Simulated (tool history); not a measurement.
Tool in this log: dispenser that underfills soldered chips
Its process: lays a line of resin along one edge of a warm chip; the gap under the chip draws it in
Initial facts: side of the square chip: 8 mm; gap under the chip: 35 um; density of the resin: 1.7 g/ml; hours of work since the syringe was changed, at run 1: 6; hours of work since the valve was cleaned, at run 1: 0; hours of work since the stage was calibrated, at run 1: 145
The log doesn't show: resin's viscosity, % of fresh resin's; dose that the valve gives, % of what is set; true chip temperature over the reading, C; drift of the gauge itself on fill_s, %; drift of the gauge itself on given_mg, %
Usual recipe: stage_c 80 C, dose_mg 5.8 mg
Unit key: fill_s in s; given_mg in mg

run    day  stage_c  dose_mg  hours of work since the syringe was changed  hours of work since the valve was cleaned  hours of work since the stage was calibrated  fill_s  given_mg
  1      0       80      5.8                                            6                                          0                                           145    28.1      5.85
     0.112  -- new syringe of resin
  2  0.138       80      5.8                                            0                                          2                                           147    21.8      5.81
  3  0.358       80      5.8                                            4                                          5                                           150    26.1      5.69
     0.642  -- new syringe of resin
  4   0.65       80      5.8                                            0                                          9                                           154      22      5.71
  5  0.842       80      5.8                                            3                                         12                                           157      25      5.78
  6  1.025       80      5.8                                            6                                         15                                           160    29.4      5.76
  7  1.138       80      5.8                                            7                                         16                                           161    30.7      5.74
     1.171  -- new syringe of resin
  8  1.271       80     7.04                                            2                                         18                                           163    23.7      6.91
  9  1.433       80     7.04                                            4                                         21                                           166    26.4      6.88
 10  1.588       80     7.04                                            6                                         23                                           168    28.8      6.87
     1.696  -- new syringe of resin
 11   1.85       80     7.04                                            2                                         27                                           172    23.6      6.84
 12  1.988       80     7.04                                            4                                         29                                           174    25.7      6.94
     2.217  -- new syringe of resin
 13  2.275       72     5.33                                            1                                         33                                           178    32.4      5.16
 14  2.408       67     7.13                                            3                                         35                                           180    44.6      7.02
 15  2.625       94     7.01                                            6                                         38                                           183    15.5      6.81
      2.75  -- new syringe of resin
 16  2.771       94     7.01                                            0                                         40                                           185    11.2      6.83
 17  3.029       94     7.01                                            4                                         44                                           189    13.5      6.83
     3.275  -- new syringe of resin
 18  3.275       75     6.92                                            0                                         47                                           192    26.8      6.65
 19  3.471       80     7.11                                            3                                         50                                           195    24.1      6.85

Below are 3 alternative next runs, each starting from the tool's condition after run 19. Predict each:
  A  3.621       71      5.8                                            5                                         52                                           197       ?         ?
  B  3.621       93     6.75                                            5                                         52                                           197       ?         ?
  C  3.621       84      5.8                                            5                                         52                                           197       ?         ?

run  fill_s  given_mg
  A      42      5.63
  B    15.2      6.48
  C    22.7      5.59
Take away the tool's hidden state, keep each run's random variation, and the runs would have read:
run  fill_s  given_mg
  A    34.6      5.84
  B    12.5      6.72
  C    18.6       5.8
